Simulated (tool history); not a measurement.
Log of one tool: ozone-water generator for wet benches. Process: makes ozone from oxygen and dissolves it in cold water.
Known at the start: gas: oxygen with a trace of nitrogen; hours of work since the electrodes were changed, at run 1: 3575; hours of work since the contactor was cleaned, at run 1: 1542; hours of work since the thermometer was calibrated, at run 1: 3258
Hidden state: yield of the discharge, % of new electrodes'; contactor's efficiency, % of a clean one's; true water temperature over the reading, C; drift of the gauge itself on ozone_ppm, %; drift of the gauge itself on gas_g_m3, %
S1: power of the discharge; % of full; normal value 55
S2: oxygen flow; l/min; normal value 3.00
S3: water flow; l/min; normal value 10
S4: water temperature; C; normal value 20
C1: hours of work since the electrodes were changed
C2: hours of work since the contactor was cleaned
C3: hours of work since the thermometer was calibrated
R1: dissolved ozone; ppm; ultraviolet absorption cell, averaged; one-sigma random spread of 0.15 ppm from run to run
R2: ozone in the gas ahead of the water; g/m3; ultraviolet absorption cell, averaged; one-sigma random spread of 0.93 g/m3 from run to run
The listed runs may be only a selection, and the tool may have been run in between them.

run	hour	S1	S2	S3	S4	C1	C2	C3	R1	R2
1	0.0	55	3.00	10	20	3575	1542	3258	16.5	144.2
2	103.6	55	3.00	10	26	3649	1617	3332	14.7	142.7
3	253.4	55	3.00	10	26	3757	1724	3439	14.8	141.7
4	407.4	55	3.00	10	26	3867	1835	3550	15.0	142.9
5	572.9	55	3.00	10	26	3986	1953	3669	14.5	142.9
6	674.2	55	3.00	10	26	4059	2026	3741	14.6	141.7
7	781.8	55	3.00	10	20	4136	2103	3818	16.3	141.0
8	892.0	55	3.00	9	20	4215	2182	3897	17.7	141.6
9	987.1	55	3.00	9	20	4283	2250	3966	17.4	141.2
10	1161.6	55	3.00	9	20	4408	2376	4091	17.2	141.3
11	1244.9	55	3.00	9	20	4468	2435	4151	17.2	141.1
12	1362.2	55	3.00	9	20	4552	2520	4235	17.5	139.2
13	1466.3	55	4.97	10	20	4627	2594	4309	14.9	104.9
14	1607.2	55	3.00	10	15	4728	2695	4411	17.3	139.1
15	1724.7	55	3.00	10	15	4812	2780	4495	17.1	140.0
16	1829.2	55	3.00	10	15	4887	2855	4570	17.2	138.8
17	1953.8	92	4.63	7	23	4977	2944	4659	23.0	145.3
18	2051.8	92	4.63	7	23	5047	3014	4729	23.2	143.2
19	2208.1	42	4.63	7	23	5159	3126	4842	14.8	92.7
20	2381.4	54	4.63	7	12	5284	3251	4966	21.8	107.8
21	2540.3	97	1.67	10	14	5397	3365	5080	22.9	261.1
# hour 2648.2: water thermometer calibrated
22	2680.2	91	1.67	10	14	5497	3465	23	22.1	252.9
23	2771.8	51	2.14	10	22	5563	3530	89	14.7	158.4
24	2869.1	51	2.14	10	22	5633	3600	158	14.7	158.4
25	2945.5	55	5.01	15	20	5688	3655	213	10.9	103.2
26	3117.3	88	3.00	7	20	5811	3778	337	25.8	176.1
27	3235.6	88	2.55	7	15	5896	3863	421	28.7	192.6
28	3379.7	88	2.55	7	15	5999	3966	525	28.6	193.7
29	3477.6	55	3.00	11	20	6070	4037	595	14.4	133.8
30	3626.5	55	3.00	16	14	6176	4143	702	10.8	134.8
31	3714.0	43	4.90	7	14	6239	4206	765	18.3	88.5
32	3858.0	64	3.00	7	27	6342	4310	868	18.4	146.1

Below, some changes in R1 between adjacent runs. For each, the amount present without the hidden state too (settings, incoming material, random variation) and the amount remaining for the hidden state with gauge scatter not shared by both compared results:
Run 18 -> 19: S1 92 -> 42. R1 -8.4 ppm: hidden state +2.8, all else -11.2.
Run 25 -> 26: S1 55 -> 88, S2 5.01 -> 3.00, S3 15 -> 7. R1 +14.9 ppm: hidden state -3.7, all else +18.6.
Run 28 -> 29: S1 88 -> 55, S2 2.55 -> 3.00, S3 7 -> 11, S4 15 -> 20. R1 -14.2 ppm: hidden state +3.9, all else -18.1.

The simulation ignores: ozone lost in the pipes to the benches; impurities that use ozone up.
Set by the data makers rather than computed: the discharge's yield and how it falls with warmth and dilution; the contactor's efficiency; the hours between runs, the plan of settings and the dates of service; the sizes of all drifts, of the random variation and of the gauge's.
